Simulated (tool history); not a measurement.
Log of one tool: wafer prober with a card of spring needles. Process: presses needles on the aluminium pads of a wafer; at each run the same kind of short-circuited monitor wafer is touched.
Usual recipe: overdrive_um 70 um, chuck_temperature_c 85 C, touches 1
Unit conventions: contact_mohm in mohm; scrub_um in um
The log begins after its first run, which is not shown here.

run,hour,overdrive_um,chuck_temperature_c,touches,touches since the tips were cleaned,cleanings since the card got new needles,touches since the first contact's height was set,contact_mohm,scrub_um
# hour 3.9: tips cleaned on abrasive film
# hour 32: tips cleaned on abrasive film
# hour 59.9: tips cleaned on abrasive film
2,60,70,85,1,23,11,108952,265,11.82
# hour 87.1: tips cleaned on abrasive film
3,93,70,85,1,2039,12,120339,268,11.77
# hour 113.5: tips cleaned on abrasive film
4,120.8,70,85,1,2499,13,129928,268,11.81
# hour 139.5: tips cleaned on abrasive film
5,161.8,70,85,1,7745,14,144119,269,11.76
# hour 167.7: tips cleaned on abrasive film
# hour 197.8: tips cleaned on abrasive film
6,218.9,70,85,1,7305,16,163793,269,11.74
# hour 225.8: tips cleaned on abrasive film
# hour 254: tips cleaned on abrasive film
7,272.3,70,85,1,6345,18,182225,266,11.75
# hour 279.9: tips cleaned on abrasive film
# hour 307.7: tips cleaned on abrasive film
# hour 315.8: height of the first contact set anew
8,316.2,70,85,2,2833,20,142,265,11.74
# hour 335.4: tips cleaned on abrasive film
# hour 364.4: tips cleaned on abrasive film
9,368.4,70,85,2,1356,22,18130,268,11.67
# hour 394.1: tips cleaned on abrasive film
10,418.7,70,85,2,8526,23,35535,267,11.71
# hour 422.2: tips cleaned on abrasive film
# hour 449.6: tips cleaned on abrasive film
11,468,70,85,1,6363,25,52521,267,11.73
# hour 478.9: tips cleaned on abrasive film
12,498.3,70,85,1,6711,26,62984,266,11.69
# hour 510.4: tips cleaned on abrasive film
13,534,70,85,2,8164,27,75299,265,11.72
# hour 540: tips cleaned on abrasive film
# hour 566.2: tips cleaned on abrasive film
14,566.2,70,85,2,0,29,86369,274,11.67
# hour 593.8: tips cleaned on abrasive film
15,604.5,70,85,2,3719,30,99610,268,11.7
# hour 622.5: tips cleaned on abrasive film
# hour 650.2: tips cleaned on abrasive film
16,656.3,70,85,2,2125,32,117472,271,11.66
# hour 679.8: tips cleaned on abrasive film
# hour 706.3: tips cleaned on abrasive film
17,710.1,70,85,2,1304,34,136020,267,11.66
# hour 736.6: tips cleaned on abrasive film
18,751.5,68,85,1,5182,35,150340,269,11.32
# hour 763.1: tips cleaned on abrasive film
# hour 790.9: tips cleaned on abrasive film
19,800.5,68,114,2,3323,37,167221,278,11.26
# hour 819.2: tips cleaned on abrasive film
20,833.4,68,53,1,4929,38,178580,258,11.31
# hour 846.6: tips cleaned on abrasive film
21,863.6,68,53,1,5866,39,188988,259,11.3

Expected results for the next run?
# hour 874.9: tips cleaned on abrasive film
# hour 884.5: height of the first contact set anew
# hour 903.8: tips cleaned on abrasive film
22,911.2,68,53,1,2579,41,9235,?,?

{"run 22": {"contact_mohm": 261, "scrub_um": 11.25}}
Had the tool carried no hidden state, the very same run would have given contact_mohm 260 mohm, scrub_um 11.46 um.
